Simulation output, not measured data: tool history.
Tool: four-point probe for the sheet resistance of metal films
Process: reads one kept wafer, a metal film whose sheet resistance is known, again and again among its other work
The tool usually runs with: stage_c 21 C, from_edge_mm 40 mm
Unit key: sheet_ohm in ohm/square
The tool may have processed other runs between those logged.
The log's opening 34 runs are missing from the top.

{"run": 35, "hour": 515.8, "stage_c": 28, "from_edge_mm": 45, "sheet_ohm": 0.741133}
{"run": 36, "hour": 535.4, "stage_c": 28, "from_edge_mm": 45, "sheet_ohm": 0.74118}
{"run": 37, "hour": 548.9, "stage_c": 33, "from_edge_mm": 16, "sheet_ohm": 0.746405}
{"run": 38, "hour": 566.6, "stage_c": 33, "from_edge_mm": 16, "sheet_ohm": 0.746395}
{"run": 39, "hour": 585.4, "stage_c": 33, "from_edge_mm": 16, "sheet_ohm": 0.746459}
{"run": 40, "hour": 598.5, "stage_c": 21, "from_edge_mm": 18, "sheet_ohm": 0.738761}
{"run": 41, "hour": 608.7, "stage_c": 21, "from_edge_mm": 18, "sheet_ohm": 0.738601}
{"run": 42, "hour": 621.6, "stage_c": 28, "from_edge_mm": 10, "sheet_ohm": 0.747267}
{"run": 43, "hour": 640.6, "stage_c": 23, "from_edge_mm": 30, "sheet_ohm": 0.738584}
{"run": 44, "hour": 651.8, "stage_c": 23, "from_edge_mm": 30, "sheet_ohm": 0.738732}

Here are 3 independent what-if runs from the current tool condition. What would each one return?
{"run": "A", "hour": 661.1, "stage_c": 21, "from_edge_mm": 14, "sheet_ohm": "?"}
{"run": "B", "hour": 661.1, "stage_c": 26, "from_edge_mm": 30, "sheet_ohm": "?"}
{"run": "C", "hour": 661.1, "stage_c": 31, "from_edge_mm": 11, "sheet_ohm": "?"}

run=A sheet_ohm=0.740255
run=B sheet_ohm=0.740242
run=C sheet_ohm=0.74809
Without the tool's unlogged condition, the same runs would have read:
run=A sheet_ohm=0.736137
run=B sheet_ohm=0.736133
run=C sheet_ohm=0.74395
